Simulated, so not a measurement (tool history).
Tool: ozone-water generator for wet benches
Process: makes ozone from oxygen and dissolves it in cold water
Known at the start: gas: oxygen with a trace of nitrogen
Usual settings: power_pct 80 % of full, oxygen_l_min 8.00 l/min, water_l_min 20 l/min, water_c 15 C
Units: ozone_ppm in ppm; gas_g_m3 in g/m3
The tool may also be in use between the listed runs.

run	hour	power_pct	oxygen_l_min	water_l_min	water_c	ozone_ppm	gas_g_m3
1	0.0	80	8.00	20	15	24.9	159.3
2	31.9	88	8.00	20	15	26.3	169.4
3	48.6	88	8.00	20	15	26.1	169.4
4	73.8	88	8.00	20	15	26.3	168.3
5	110.1	88	8.00	20	15	26.6	169.0
6	128.4	68	8.00	20	15	21.9	143.1
7	144.2	68	8.00	20	15	22.1	140.5
8	179.7	68	8.00	20	15	22.0	139.9
9	200.1	68	8.00	20	15	22.2	140.2
10	233.6	68	8.00	20	15	22.2	141.7
11	263.9	68	8.00	20	15	22.2	141.8
12	281.9	41	8.00	20	15	15.5	100.2
13	315.1	41	8.00	20	15	15.4	98.9
14	347.8	80	8.00	20	15	24.9	158.2
15	383.5	80	8.00	20	15	24.6	157.7
16	417.4	78	8.00	20	15	24.1	153.8
17	447.3	57	6.74	14	9	27.4	139.0
18	475.9	55	6.74	14	9	26.6	136.6
19	492.7	61	11.02	24	14	17.4	105.4
20	516.3	43	8.00	20	15	15.6	102.3
21	540.9	80	12.53	20	21	19.6	116.7
22	570.1	80	12.53	20	21	19.2	115.6
23	585.6	80	13.15	22	8	23.3	113.2
24	620.5	79	8.00	20	14	24.7	154.4
25	648.8	52	5.03	15	15	23.6	159.8
26	681.1	69	5.29	15	16	28.1	187.2
27	711.4	69	5.29	15	16	28.0	188.9
28	735.9	80	10.43	15	15	26.6	131.8
29	761.7	73	8.52	12	10	32.4	140.8
30	788.4	73	8.52	12	10	32.6	140.7
31	812.1	73	8.52	12	10	32.4	141.0
32	835.1	73	4.45	15	10	32.5	218.3

Taken out of this log: 2 entries between the listed runs. Where each belongs, and how the hidden state differs across it:
Between runs 9 and 10: water thermometer calibrated (hour 203.7)
  yield of the discharge, % of new electrodes': 99.8 -> 99.7; true water temperature over the reading, C: 0.07 -> 0.11
  measured less the result without the state, ozone_ppm: -0.4 -> -0.5 ppm; gas_g_m3: -0.3 -> -0.3 g/m3
Between runs 14 and 15: water thermometer calibrated, once more (hour 351.8)
  contactor's efficiency, % of a clean one's: 94.9 -> 94.8; true water temperature over the reading, C: 0.11 -> -0.03
  measured less the result without the state, ozone_ppm: -0.6 -> -0.6 ppm; gas_g_m3: -0.8 -> -0.9 g/m3
